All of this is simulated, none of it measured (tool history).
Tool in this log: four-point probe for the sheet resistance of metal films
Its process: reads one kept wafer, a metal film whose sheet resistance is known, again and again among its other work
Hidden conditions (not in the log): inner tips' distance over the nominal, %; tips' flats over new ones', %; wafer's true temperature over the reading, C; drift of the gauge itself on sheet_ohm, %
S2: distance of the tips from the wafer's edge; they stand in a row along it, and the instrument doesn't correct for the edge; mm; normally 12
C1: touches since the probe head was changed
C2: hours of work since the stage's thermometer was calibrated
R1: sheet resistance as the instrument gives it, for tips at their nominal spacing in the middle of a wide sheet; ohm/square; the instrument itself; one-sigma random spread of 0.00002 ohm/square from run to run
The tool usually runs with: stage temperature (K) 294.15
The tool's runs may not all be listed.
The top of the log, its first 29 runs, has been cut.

run 30 hour=939.3 | stage_temperature_(K)=299.15 S2=3 | C1=56829 C2=2691 | R1=0.105951
run 31 hour=970.4 | stage_temperature_(K)=292.15 S2=28 | C1=57565 C2=2711 | R1=0.097121
run 32 hour=1005.4 | stage_temperature_(K)=292.15 S2=28 | C1=58396 C2=2735 | R1=0.097093
run 33 hour=1044.7 | stage_temperature_(K)=292.15 S2=28 | C1=59324 C2=2761 | R1=0.097087
run 34 hour=1081.3 | stage_temperature_(K)=292.15 S2=28 | C1=60191 C2=2786 | R1=0.097086
run 35 hour=1122.5 | stage_temperature_(K)=299.15 S2=22 | C1=61169 C2=2813 | R1=0.097609
run 36 hour=1141.2 | stage_temperature_(K)=306.15 S2=4 | C1=61610 C2=2826 | R1=0.102859
-- hour=1167.4 stage's thermometer calibrated
run 37 hour=1170.8 | stage_temperature_(K)=299.15 S2=4 | C1=62299 C2=2 | R1=0.102551
run 38 hour=1197.2 | stage_temperature_(K)=297.15 S2=19 | C1=62925 C2=20 | R1=0.097655
run 39 hour=1215.5 | stage_temperature_(K)=306.15 S2=41 | C1=63358 C2=32 | R1=0.098003
run 40 hour=1242.8 | stage_temperature_(K)=306.15 S2=10 | C1=64004 C2=51 | R1=0.098854
run 41 hour=1273.8 | stage_temperature_(K)=306.15 S2=10 | C1=64738 C2=71 | R1=0.098799
run 42 hour=1316.8 | stage_temperature_(K)=306.15 S2=65 | C1=65756 C2=100 | R1=0.097983
run 43 hour=1351.8 | stage_temperature_(K)=294.15 S2=28 | C1=66585 C2=124 | R1=0.097315
run 44 hour=1386.9 | stage_temperature_(K)=294.15 S2=28 | C1=67418 C2=147 | R1=0.097301

Forecast each of these 5 alternatives for the next run:
run A hour=1428.6 | stage_temperature_(K)=298.15 S2=15 | C1=68404 C2=175 | R1=?
run B hour=1428.6 | stage_temperature_(K)=294.15 S2=5 | C1=68404 C2=175 | R1=?
run C hour=1428.6 | stage_temperature_(K)=299.15 S2=41 | C1=68404 C2=175 | R1=?
run D hour=1428.6 | stage_temperature_(K)=300.15 S2=49 | C1=68404 C2=175 | R1=?
run E hour=1428.6 | stage_temperature_(K)=304.15 S2=72 | C1=68404 C2=175 | R1=?

run=A R1=0.097787
run=B R1=0.100448
run=C R1=0.097542
run=D R1=0.097592
run=E R1=0.097804
The same runs, with their run-to-run variation unchanged, on a tool lacking any hidden condition would have given:
run=A R1=0.097979
run=B R1=0.100645
run=C R1=0.097733
run=D R1=0.097783
run=E R1=0.097995
